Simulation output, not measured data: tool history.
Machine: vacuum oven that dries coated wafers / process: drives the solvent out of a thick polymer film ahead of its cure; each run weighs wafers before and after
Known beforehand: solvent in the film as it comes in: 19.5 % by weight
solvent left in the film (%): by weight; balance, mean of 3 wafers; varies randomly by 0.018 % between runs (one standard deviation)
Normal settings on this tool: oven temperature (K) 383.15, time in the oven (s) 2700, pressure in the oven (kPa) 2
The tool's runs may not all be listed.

run	hour	oven temperature (K)	time in the oven (s)	pressure in the oven (kPa)	solvent left in the film (%)
1	0	383.15	2700	2	1.71
2	34	383.15	2700	2	1.7
3	62.1	383.15	2700	4.6	2.83
4	118.4	383.15	2700	4.6	2.82
5	146.3	383.15	2700	4.6	2.86
6	183.3	383.15	2700	6.94	3.87
7	241	383.15	1500	2	3.91
8	300.2	383.15	2700	5.77	3.35
9	335.6	383.15	2700	2.97	2.15
10	364.8	383.15	2700	2.97	2.15
11	409.2	383.15	2700	2	1.75
12	457.3	383.15	2700	2	1.7
13	512.7	383.15	2700	7.6	4.15
14	543.4	383.15	3660	7.6	3.73
15	581	383.15	3660	7.6	3.72
16	639.6	383.15	3660	7.6	3.69
17	688.5	383.15	2700	3.58	2.42

Expected results for the next run?
18	731.1	397.15	2880	4.01	?

{"run 18": {"solvent left in the film (%)": 1.17}}
Had the tool carried no hidden state, the very same run would have given solvent left in the film (%) 1.09.
